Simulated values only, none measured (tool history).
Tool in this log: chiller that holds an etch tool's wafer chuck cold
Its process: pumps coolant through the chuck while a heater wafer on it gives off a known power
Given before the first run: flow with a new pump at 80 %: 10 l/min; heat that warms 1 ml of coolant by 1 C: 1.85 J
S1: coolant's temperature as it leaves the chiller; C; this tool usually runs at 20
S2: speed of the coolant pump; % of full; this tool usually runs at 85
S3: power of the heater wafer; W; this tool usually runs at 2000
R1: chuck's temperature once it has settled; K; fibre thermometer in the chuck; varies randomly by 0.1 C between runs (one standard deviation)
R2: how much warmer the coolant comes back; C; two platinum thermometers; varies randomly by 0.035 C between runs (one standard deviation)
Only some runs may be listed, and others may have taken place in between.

{"run": 1, "hour": 0.0, "S1": 20, "S2": 85, "S3": 2000, "R1": 309.95, "R2": 6.31}
{"run": 2, "hour": 63.3, "S1": 20, "S2": 85, "S3": 2000, "R1": 309.85, "R2": 6.3}
{"run": 3, "hour": 166.9, "S1": 20, "S2": 85, "S3": 2000, "R1": 309.95, "R2": 6.38}
{"run": 4, "hour": 240.5, "S1": 20, "S2": 73, "S3": 2000, "R1": 312.45, "R2": 7.44}
{"run": 5, "hour": 338.5, "S1": 20, "S2": 73, "S3": 2000, "R1": 312.55, "R2": 7.43}
{"run": 6, "hour": 385.2, "S1": 20, "S2": 73, "S3": 2000, "R1": 312.35, "R2": 7.39}
{"run": 7, "hour": 487.1, "S1": 20, "S2": 85, "S3": 2571, "R1": 314.95, "R2": 8.15}
{"run": 8, "hour": 549.2, "S1": 20, "S2": 85, "S3": 2571, "R1": 315.05, "R2": 8.16}
{"run": 9, "hour": 597.1, "S1": 20, "S2": 85, "S3": 2571, "R1": 314.75, "R2": 8.29}
{"run": 10, "hour": 700.2, "S1": 16, "S2": 85, "S3": 2000, "R1": 306.05, "R2": 6.33}
{"run": 11, "hour": 791.0, "S1": 20, "S2": 85, "S3": 2000, "R1": 310.25, "R2": 6.37}
{"run": 12, "hour": 883.2, "S1": 20, "S2": 85, "S3": 2680, "R1": 316.05, "R2": 8.58}
{"run": 13, "hour": 974.0, "S1": 20, "S2": 85, "S3": 2680, "R1": 316.05, "R2": 8.55}
{"run": 14, "hour": 1031.6, "S1": 10, "S2": 92, "S3": 2237, "R1": 300.85, "R2": 6.58}
{"hour": 1042.7, "done": "coolant pump overhauled"}
{"run": 15, "hour": 1114.1, "S1": 10, "S2": 92, "S3": 2237, "R1": 301.05, "R2": 6.76}
{"run": 16, "hour": 1177.9, "S1": 10, "S2": 92, "S3": 2237, "R1": 301.25, "R2": 6.74}
{"run": 17, "hour": 1258.1, "S1": 16, "S2": 92, "S3": 1168, "R1": 298.65, "R2": 3.52}
{"run": 18, "hour": 1357.0, "S1": 18, "S2": 85, "S3": 2000, "R1": 308.65, "R2": 6.56}
{"run": 19, "hour": 1430.2, "S1": 18, "S2": 85, "S3": 2000, "R1": 308.65, "R2": 6.59}
{"run": 20, "hour": 1477.6, "S1": 18, "S2": 85, "S3": 2000, "R1": 308.45, "R2": 6.58}
{"hour": 1537.2, "done": "coolant pump overhauled, once more"}
{"run": 21, "hour": 1584.0, "S1": 18, "S2": 85, "S3": 2000, "R1": 307.35, "R2": 6.06}
{"run": 22, "hour": 1659.4, "S1": 18, "S2": 85, "S3": 2000, "R1": 307.65, "R2": 6.06}
{"run": 23, "hour": 1756.9, "S1": 18, "S2": 85, "S3": 2000, "R1": 307.65, "R2": 6.09}
{"run": 24, "hour": 1826.4, "S1": 20, "S2": 81, "S3": 2000, "R1": 310.25, "R2": 6.41}

Below are 3 alternative next runs, each starting from the tool's condition after run 24. Predict each:
{"run": "A", "hour": 1870.8, "S1": 20, "S2": 87, "S3": 2000, "R1": "?", "R2": "?"}
{"run": "B", "hour": 1870.8, "S1": 17, "S2": 99, "S3": 2483, "R1": "?", "R2": "?"}
{"run": "C", "hour": 1870.8, "S1": 20, "S2": 85, "S3": 2471, "R1": "?", "R2": "?"}

run=A R1=309.15 R2=5.94
run=B R1=307.85 R2=6.39
run=C R1=313.55 R2=7.52
What these runs would have given with no unlogged condition in the tool:
run=A R1=308.35 R2=5.94
run=B R1=306.85 R2=6.38
run=C R1=312.35 R2=7.51

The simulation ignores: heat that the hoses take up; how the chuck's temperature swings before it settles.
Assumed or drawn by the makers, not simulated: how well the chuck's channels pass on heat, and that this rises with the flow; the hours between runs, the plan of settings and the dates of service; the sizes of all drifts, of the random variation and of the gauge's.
